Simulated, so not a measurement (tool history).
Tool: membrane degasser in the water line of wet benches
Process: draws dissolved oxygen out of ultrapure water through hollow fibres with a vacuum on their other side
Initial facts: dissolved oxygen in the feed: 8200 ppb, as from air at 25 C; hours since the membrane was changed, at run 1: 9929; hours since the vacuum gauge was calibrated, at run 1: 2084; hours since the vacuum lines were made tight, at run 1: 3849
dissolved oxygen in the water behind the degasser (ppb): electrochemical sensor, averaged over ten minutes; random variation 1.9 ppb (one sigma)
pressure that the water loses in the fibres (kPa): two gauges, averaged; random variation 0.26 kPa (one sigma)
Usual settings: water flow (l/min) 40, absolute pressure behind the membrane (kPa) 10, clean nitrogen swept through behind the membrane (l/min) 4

run,hour,water flow (l/min),absolute pressure behind the membrane (kPa),clean nitrogen swept through behind the membrane (l/min),hours since the membrane was changed,hours since the vacuum gauge was calibrated,hours since the vacuum lines were made tight,dissolved oxygen in the water behind the degasser (ppb),pressure that the water loses in the fibres (kPa)
1,0,40,10,4,9929,2084,3849,204.2,73.35
2,237.9,40,10,4,10167,2322,4087,205.5,73.55
3,524.9,40,10,4,10454,2609,4374,206.4,73.46
4,690,40,10,4,10619,2774,4539,207.2,73.6
# hour 963.3: seals of the vacuum lines changed
5,1020.7,40,10,4,10948,3103,57,209.7,73.53
6,1310.3,40,10,4,11238,3392,347,210.4,73.91
7,1590.4,40,10,4,11518,3672,627,208.4,73.96
8,1741.3,40,10,4,11669,3823,778,209.7,74.43
9,1997.6,40,10,1.92,11925,4080,1034,357.2,74.3
10,2200.9,40,10,1.92,12128,4283,1238,363.9,74.28
11,2353.6,59,10,4,12281,4436,1390,325.9,109.55
# hour 2374.3: vacuum gauge calibrated
12,2597.3,59,10,4,12524,223,1634,331.1,110.4
13,2769.3,59,10,11.89,12696,395,1806,184.5,109.85
14,3124.9,59,10,11.89,13052,751,2161,186.4,111.08
15,3486.5,35,10,11.89,13413,1112,2523,91.5,65.41
16,3839.2,35,10,11.89,13766,1465,2875,92,65.35
# hour 4108.3: membrane cartridge changed
17,4181.8,54,6.9,3.44,74,1804,3214,202.2,92.8
18,4403,25,10,4,295,2025,3435,114.6,42.99
# hour 4476.2: vacuum gauge calibrated, once more
19,4685.3,37,13.5,6.98,577,209,3717,160.2,64.59
20,4900.8,38,7.1,2.62,792,425,3932,158.9,65.66
21,5198.2,38,7.1,2.62,1089,722,4230,161.3,65.56
22,5515.3,49,10,5.47,1406,1039,4547,194.9,85.12
23,5676.6,49,10,5.47,1568,1200,4708,197.5,85.37

Each row is a separate what-if for the run after 23, all from the same tool condition, not one after another. Results?
# hour 5775.4: seals of the vacuum lines changed
A,6023.2,45,13.8,4.64,1912,1545,248,?,?
# hour 5775.4: seals of the vacuum lines changed
B,6023.2,40,10,6.24,1912,1545,248,?,?
# hour 5775.4: seals of the vacuum lines changed
C,6023.2,40,9.4,4,1912,1545,248,?,?

run,dissolved oxygen in the water behind the degasser (ppb),pressure that the water loses in the fibres (kPa)
A,280.5,78.86
B,139.1,70.31
C,180.6,69.45
With no hidden state in the tool, these same runs would have given:
run,dissolved oxygen in the water behind the degasser (ppb),pressure that the water loses in the fibres (kPa)
A,276.1,77.97
B,135.6,69.51
C,176.5,68.67

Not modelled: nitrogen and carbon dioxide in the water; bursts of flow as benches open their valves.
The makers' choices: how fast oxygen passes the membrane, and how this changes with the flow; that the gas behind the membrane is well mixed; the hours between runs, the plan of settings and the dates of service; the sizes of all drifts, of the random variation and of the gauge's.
